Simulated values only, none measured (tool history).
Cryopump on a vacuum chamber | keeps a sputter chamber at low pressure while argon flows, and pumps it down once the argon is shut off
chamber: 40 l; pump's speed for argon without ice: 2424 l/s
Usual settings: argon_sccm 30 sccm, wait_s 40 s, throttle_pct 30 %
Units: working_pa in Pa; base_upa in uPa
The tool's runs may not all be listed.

{"run": 1, "hour": 0.0, "argon_sccm": 30, "wait_s": 40, "throttle_pct": 30, "working_pa": 0.0772, "base_upa": 1.27}
{"run": 2, "hour": 54.0, "argon_sccm": 30, "wait_s": 40, "throttle_pct": 30, "working_pa": 0.0776, "base_upa": 1.31}
{"run": 3, "hour": 110.3, "argon_sccm": 21, "wait_s": 40, "throttle_pct": 30, "working_pa": 0.049, "base_upa": 1.15}
{"run": 4, "hour": 164.3, "argon_sccm": 21, "wait_s": 40, "throttle_pct": 30, "working_pa": 0.0495, "base_upa": 1.18}
{"run": 5, "hour": 204.9, "argon_sccm": 21, "wait_s": 40, "throttle_pct": 30, "working_pa": 0.0504, "base_upa": 1.23}
{"run": 6, "hour": 257.0, "argon_sccm": 21, "wait_s": 40, "throttle_pct": 30, "working_pa": 0.0501, "base_upa": 1.28}
{"run": 7, "hour": 290.3, "argon_sccm": 21, "wait_s": 40, "throttle_pct": 30, "working_pa": 0.0511, "base_upa": 1.35}
{"run": 8, "hour": 319.6, "argon_sccm": 21, "wait_s": 40, "throttle_pct": 30, "working_pa": 0.0524, "base_upa": 1.39}
{"run": 9, "hour": 371.5, "argon_sccm": 21, "wait_s": 40, "throttle_pct": 30, "working_pa": 0.0518, "base_upa": 1.41}
{"run": 10, "hour": 420.9, "argon_sccm": 30, "wait_s": 40, "throttle_pct": 30, "working_pa": 0.074, "base_upa": 1.44}
{"run": 11, "hour": 465.0, "argon_sccm": 30, "wait_s": 40, "throttle_pct": 30, "working_pa": 0.0752, "base_upa": 1.51}
{"run": 12, "hour": 516.4, "argon_sccm": 30, "wait_s": 267, "throttle_pct": 30, "working_pa": 0.0772, "base_upa": 1.13}
{"run": 13, "hour": 556.0, "argon_sccm": 30, "wait_s": 267, "throttle_pct": 30, "working_pa": 0.0776, "base_upa": 1.16}
{"run": 14, "hour": 584.1, "argon_sccm": 30, "wait_s": 267, "throttle_pct": 30, "working_pa": 0.0787, "base_upa": 1.18}
{"run": 15, "hour": 609.2, "argon_sccm": 30, "wait_s": 267, "throttle_pct": 30, "working_pa": 0.0785, "base_upa": 1.29}
{"run": 16, "hour": 640.0, "argon_sccm": 16, "wait_s": 204, "throttle_pct": 30, "working_pa": 0.0425, "base_upa": 1.36}
{"run": 17, "hour": 680.0, "argon_sccm": 43, "wait_s": 22, "throttle_pct": 57, "working_pa": 0.0537, "base_upa": 1.79}
{"run": 18, "hour": 707.6, "argon_sccm": 30, "wait_s": 40, "throttle_pct": 21, "working_pa": 0.1003, "base_upa": 1.47}
{"run": 19, "hour": 757.9, "argon_sccm": 30, "wait_s": 40, "throttle_pct": 21, "working_pa": 0.102, "base_upa": 1.5}
{"run": 20, "hour": 786.6, "argon_sccm": 30, "wait_s": 40, "throttle_pct": 21, "working_pa": 0.102, "base_upa": 1.46}
{"run": 21, "hour": 820.2, "argon_sccm": 30, "wait_s": 64, "throttle_pct": 26, "working_pa": 0.0833, "base_upa": 1.35}
{"run": 22, "hour": 849.9, "argon_sccm": 29, "wait_s": 135, "throttle_pct": 53, "working_pa": 0.0413, "base_upa": 1.2}
{"run": 23, "hour": 883.0, "argon_sccm": 29, "wait_s": 135, "throttle_pct": 53, "working_pa": 0.0413, "base_upa": 1.25}
{"run": 24, "hour": 913.8, "argon_sccm": 24, "wait_s": 30, "throttle_pct": 19, "working_pa": 0.0914, "base_upa": 1.85}
{"run": 25, "hour": 970.3, "argon_sccm": 24, "wait_s": 30, "throttle_pct": 19, "working_pa": 0.0913, "base_upa": 1.91}
{"run": 26, "hour": 1018.2, "argon_sccm": 45, "wait_s": 24, "throttle_pct": 19, "working_pa": 0.1742, "base_upa": 2.1}
{"run": 27, "hour": 1055.9, "argon_sccm": 45, "wait_s": 24, "throttle_pct": 19, "working_pa": 0.1745, "base_upa": 2.22}
{"run": 28, "hour": 1102.3, "argon_sccm": 44, "wait_s": 94, "throttle_pct": 46, "working_pa": 0.0782, "base_upa": 1.56}

Taken out of this log: 2 entries between the listed runs. Where each belongs, and how the hidden state differs across it:
Between runs 2 and 3: pump warmed up, emptied and cooled again (hour 107.4)
  pump's speed, % of a pump's without ice: 73.4 -> 99.3; cold plate's temperature, K: 12.71 -> 12.73; leak into the chamber, uPa l/s: 1429 -> 1482
  measured less the result without the state, working_pa: +0.0080 -> +0.0003 Pa; base_upa: +0.70 -> +0.50 uPa
Between runs 16 and 17: pump warmed up, emptied and cooled again (hour 669.2)
  pump's speed, % of a pump's without ice: 70 -> 99.2; cold plate's temperature, K: 12.98 -> 13; leak into the chamber, uPa l/s: 2028 -> 2067
  measured less the result without the state, working_pa: +0.0051 -> +0.0009 Pa; base_upa: +1.13 -> +0.75 uPa
